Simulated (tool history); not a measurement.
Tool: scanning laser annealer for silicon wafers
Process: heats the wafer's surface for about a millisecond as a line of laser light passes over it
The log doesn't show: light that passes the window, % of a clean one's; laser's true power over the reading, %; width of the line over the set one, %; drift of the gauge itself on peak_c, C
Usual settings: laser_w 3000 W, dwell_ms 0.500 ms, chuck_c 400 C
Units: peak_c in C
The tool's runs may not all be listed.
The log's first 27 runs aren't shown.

run	day	laser_w	dwell_ms	chuck_c	hours of work since the window was cleaned	hours of work since the power meter was calibrated	hours of work since the optics were aligned	peak_c
28	74.754	3066	0.586	413	604	2644	507	1253
29	78.071	3000	0.500	427	658	2698	561	1189
30	81.829	3000	0.500	427	719	2759	622	1182
31	85.562	2723	0.532	378	780	2819	683	1075
# day 87.038: window over the wafer cleaned
32	88.512	2962	0.351	378	24	2866	729	1031
33	90.538	2962	0.351	378	57	2899	762	1031
34	93.012	3000	0.437	408	97	2939	802	1144
# day 94.288: optics aligned, line set to its width
35	95.258	2663	0.402	433	130	2972	16	1063
36	99.254	3101	0.402	433	195	3037	81	1170
37	101.296	3101	0.402	433	228	3070	114	1170
38	105.325	2822	0.433	392	293	3135	179	1075
39	107.533	2691	0.500	415	329	3171	215	1111
40	110.833	2646	0.464	403	383	3225	269	1054

Forecast each of these 4 alternatives for the next run:
A	114.683	2656	0.500	400	445	3287	331	?
B	114.683	2646	0.415	439	445	3287	331	?
C	114.683	2668	0.383	365	445	3287	331	?
D	114.683	2718	0.464	439	445	3287	331	?

run	peak_c
A	1076
B	1057
C	963
D	1111
Without the tool's hidden state the same runs would have given:
run	peak_c
A	1107
B	1085
C	990
D	1141
